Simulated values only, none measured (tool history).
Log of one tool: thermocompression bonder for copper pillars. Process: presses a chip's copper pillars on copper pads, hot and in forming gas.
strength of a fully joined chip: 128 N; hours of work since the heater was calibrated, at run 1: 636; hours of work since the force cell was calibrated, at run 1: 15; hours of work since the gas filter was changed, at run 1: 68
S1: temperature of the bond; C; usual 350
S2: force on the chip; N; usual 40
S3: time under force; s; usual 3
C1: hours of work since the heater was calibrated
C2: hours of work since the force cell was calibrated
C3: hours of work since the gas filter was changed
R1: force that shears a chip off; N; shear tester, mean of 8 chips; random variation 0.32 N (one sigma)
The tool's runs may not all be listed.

run	hour	S1	S2	S3	C1	C2	C3	R1
1	0.0	350	40	3	636	15	68	68.3
2	25.9	350	52	3	647	26	79	86.0
3	40.7	350	52	3	653	33	86	84.6
4	54.7	350	52	3	659	39	92	85.4
5	76.2	343	40	3	669	48	101	64.6
6	101.9	343	40	3	680	59	112	64.8
7	132.8	350	40	3	693	72	125	68.1
8	147.1	350	40	3	699	79	132	68.4
9	173.6	350	40	3	711	90	143	68.0
10	201.2	350	24	2	723	102	155	34.2
11	225.1	350	29	3	733	112	165	49.9
12	250.1	361	29	3	744	123	176	54.8
13	280.3	373	25	5	757	136	189	62.8
14	312.9	373	25	5	771	150	203	63.0
15	344.7	373	25	5	785	164	217	62.6
16	369.9	339	47	2	795	175	228	63.6

Run 17 comes next. What will it give?
17	387.2	339	58	2	803	182	235	?

{"run 17": {"R1": 76.8}}
Without the tool's hidden state the same run would have given R1 76.8 N.
